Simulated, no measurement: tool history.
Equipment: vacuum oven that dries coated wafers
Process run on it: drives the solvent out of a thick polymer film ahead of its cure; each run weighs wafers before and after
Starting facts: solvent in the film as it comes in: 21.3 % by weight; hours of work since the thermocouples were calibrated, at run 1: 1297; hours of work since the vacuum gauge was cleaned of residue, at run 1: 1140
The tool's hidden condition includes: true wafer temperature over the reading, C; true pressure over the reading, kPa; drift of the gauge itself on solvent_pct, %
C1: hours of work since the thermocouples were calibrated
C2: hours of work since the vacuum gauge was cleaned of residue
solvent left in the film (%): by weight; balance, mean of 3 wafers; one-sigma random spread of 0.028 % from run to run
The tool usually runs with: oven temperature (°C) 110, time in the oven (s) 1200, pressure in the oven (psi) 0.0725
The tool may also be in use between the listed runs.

Run 1, hour 0.0: usual settings; C1 1297; C2 1140. Result: solvent left in the film (%) 3.02.
At hour 14.6: oven's thermocouples calibrated.
Run 2, hour 76.0: usual settings; C1 36; C2 1183. Result: solvent left in the film (%) 2.92.
Run 3, hour 110.8: usual settings; C1 56; C2 1203. Result: solvent left in the film (%) 2.91.
Run 4, hour 178.1: usual settings; C1 95; C2 1242. Result: solvent left in the film (%) 2.93.
Run 5, hour 232.6: usual settings; C1 127; C2 1274. Result: solvent left in the film (%) 2.94.
Run 6, hour 295.5: usual settings; C1 164; C2 1311. Result: solvent left in the film (%) 2.94.
Run 7, hour 342.0: usual settings; C1 191; C2 1338. Result: solvent left in the film (%) 2.89.
Run 8, hour 372.9: usual settings; C1 209; C2 1356. Result: solvent left in the film (%) 2.97.
Run 9, hour 431.3: usual settings; C1 243; C2 1390. Result: solvent left in the film (%) 3.01.
Run 10, hour 477.5: usual settings but time in the oven (s) 1620; C1 270; C2 1417. Result: solvent left in the film (%) 1.71.
Run 11, hour 518.9: usual settings; C1 294; C2 1441. Result: solvent left in the film (%) 2.98.
Run 12, hour 591.2: usual settings; C1 336; C2 1483. Result: solvent left in the film (%) 2.97.
Run 13, hour 640.4: usual settings but oven temperature (°C) 100; C1 365; C2 1512. Result: solvent left in the film (%) 5.86.
Run 14, hour 675.1: usual settings but oven temperature (°C) 100; C1 385; C2 1532. Result: solvent left in the film (%) 5.78.
Run 15, hour 705.2: usual settings but oven temperature (°C) 100, pressure in the oven (psi) 0.0400; C1 402; C2 1549. Result: solvent left in the film (%) 5.72.
Run 16, hour 765.3: usual settings but oven temperature (°C) 124, pressure in the oven (psi) 0.0400; C1 438; C2 1584. Result: solvent left in the film (%) 0.69.
Run 17, hour 806.2: usual settings; C1 461; C2 1608. Result: solvent left in the film (%) 2.94.
Run 18, hour 863.4: usual settings; C1 495; C2 1642. Result: solvent left in the film (%) 3.01.
Run 19, hour 934.6: usual settings; C1 536; C2 1683. Result: solvent left in the film (%) 3.01.
Run 20, hour 999.5: usual settings but oven temperature (°C) 108; C1 574; C2 1721. Result: solvent left in the film (%) 3.52.
Run 21, hour 1032.7: usual settings; C1 593; C2 1740. Result: solvent left in the film (%) 3.13.
Run 22, hour 1067.3: usual settings but oven temperature (°C) 99; C1 613; C2 1760. Result: solvent left in the film (%) 6.20.
Run 23, hour 1128.2: usual settings but oven temperature (°C) 99; C1 649; C2 1796. Result: solvent left in the film (%) 6.25.
Run 24, hour 1201.6: usual settings but oven temperature (°C) 99; C1 692; C2 1839. Result: solvent left in the film (%) 6.23.
Run 25, hour 1238.5: usual settings but oven temperature (°C) 100, time in the oven (s) 1680, pressure in the oven (psi) 0.0925; C1 713; C2 1860. Result: solvent left in the film (%) 4.04.
Run 26, hour 1286.2: usual settings but oven temperature (°C) 100, time in the oven (s) 1080, pressure in the oven (psi) 0.0387; C1 741; C2 1888. Result: solvent left in the film (%) 6.48.
Run 27, hour 1337.2: usual settings but oven temperature (°C) 112, time in the oven (s) 1080, pressure in the oven (psi) 0.1624; C1 771; C2 1918. Result: solvent left in the film (%) 3.32.
Run 28, hour 1392.9: usual settings but oven temperature (°C) 113, time in the oven (s) 720, pressure in the oven (psi) 0.1624; C1 803; C2 1950. Result: solvent left in the film (%) 5.32.
Run 29, hour 1444.0: usual settings but oven temperature (°C) 113, time in the oven (s) 720, pressure in the oven (psi) 0.1624; C1 833; C2 1980. Result: solvent left in the film (%) 5.38.
Run 30, hour 1516.5: usual settings but oven temperature (°C) 113, time in the oven (s) 720, pressure in the oven (psi) 0.1494; C1 875; C2 2022. Result: solvent left in the film (%) 5.36.
Run 31, hour 1581.6: usual settings but oven temperature (°C) 113, time in the oven (s) 720, pressure in the oven (psi) 0.1494; C1 913; C2 2060. Result: solvent left in the film (%) 5.37.
Run 32, hour 1616.9: usual settings but oven temperature (°C) 113, time in the oven (s) 720, pressure in the oven (psi) 0.1494; C1 934; C2 2081. Result: solvent left in the film (%) 5.31.
Run 33, hour 1667.3: usual settings but oven temperature (°C) 113, time in the oven (s) 720, pressure in the oven (psi) 0.1494; C1 963; C2 2110. Result: solvent left in the film (%) 5.33.
Run 34, hour 1711.2: usual settings but oven temperature (°C) 108, pressure in the oven (psi) 0.1558; C1 989; C2 2136. Result: solvent left in the film (%) 3.94.
Run 35, hour 1780.1: usual settings but oven temperature (°C) 96; C1 1029; C2 2176. Result: solvent left in the film (%) 7.25.
Run 36, hour 1828.8: usual settings but oven temperature (°C) 107, pressure in the oven (psi) 0.0390; C1 1057; C2 2204. Result: solvent left in the film (%) 3.86.
Run 37, hour 1873.0: usual settings but oven temperature (°C) 107, time in the oven (s) 960, pressure in the oven (psi) 0.0754; C1 1083; C2 2230. Result: solvent left in the film (%) 5.26.
Run 38, hour 1933.3: usual settings but oven temperature (°C) 106, time in the oven (s) 1260, pressure in the oven (psi) 0.0986; C1 1118; C2 2265. Result: solvent left in the film (%) 4.10.
Run 39, hour 1968.8: usual settings but oven temperature (°C) 96, pressure in the oven (psi) 0.2473; C1 1139; C2 2286. Result: solvent left in the film (%) 8.05.
Run 40, hour 2016.6: usual settings but oven temperature (°C) 96, pressure in the oven (psi) 0.2473; C1 1167; C2 2314. Result: solvent left in the film (%) 7.98.
Run 41, hour 2082.0: usual settings but oven temperature (°C) 111; C1 1205; C2 2352. Result: solvent left in the film (%) 3.01.
Run 42, hour 2151.2: usual settings but pressure in the oven (psi) 0.0859; C1 1245; C2 2392. Result: solvent left in the film (%) 3.29.
Run 43, hour 2187.2: usual settings but time in the oven (s) 1140, pressure in the oven (psi) 0.1466; C1 1266; C2 2413. Result: solvent left in the film (%) 3.77.
Run 44, hour 2218.8: usual settings but time in the oven (s) 900; C1 1285; C2 2432. Result: solvent left in the film (%) 4.88.
At hour 2254.6: oven's thermocouples calibrated.
Run 45, hour 2274.8: usual settings but oven temperature (°C) 97, time in the oven (s) 900, pressure in the oven (psi) 0.0519; C1 12; C2 2463. Result: solvent left in the film (%) 8.41.
Run 46, hour 2311.0: usual settings but oven temperature (°C) 108, time in the oven (s) 720, pressure in the oven (psi) 0.2303; C1 33; C2 2484. Result: solvent left in the film (%) 6.71.
Run 47, hour 2359.7: usual settings but oven temperature (°C) 108, time in the oven (s) 720, pressure in the oven (psi) 0.2303; C1 61; C2 2512. Result: solvent left in the film (%) 6.74.

Consider 3 possible next runs. They are alternatives, not a sequence: every one starts from the tool as it was left by run 47. What does each give?
Run A, hour 2407.5: usual settings but time in the oven (s) 600; C1 89; C2 2540. Result: solvent left in the film (%) ?.
Run B, hour 2407.5: usual settings but oven temperature (°C) 108, time in the oven (s) 720, pressure in the oven (psi) 0.0432; C1 89; C2 2540. Result: solvent left in the film (%) ?.
Run C, hour 2407.5: usual settings but oven temperature (°C) 114, pressure in the oven (psi) 0.2463; C1 89; C2 2540. Result: solvent left in the film (%) ?.

run  solvent left in the film (%)
  A                          6.83
  B                          6.31
  C                          2.58
Take away the tool's hidden state, keep each run's random variation, and the runs would have read:
run  solvent left in the film (%)
  A                          6.56
  B                          6.02
  C                          2.30
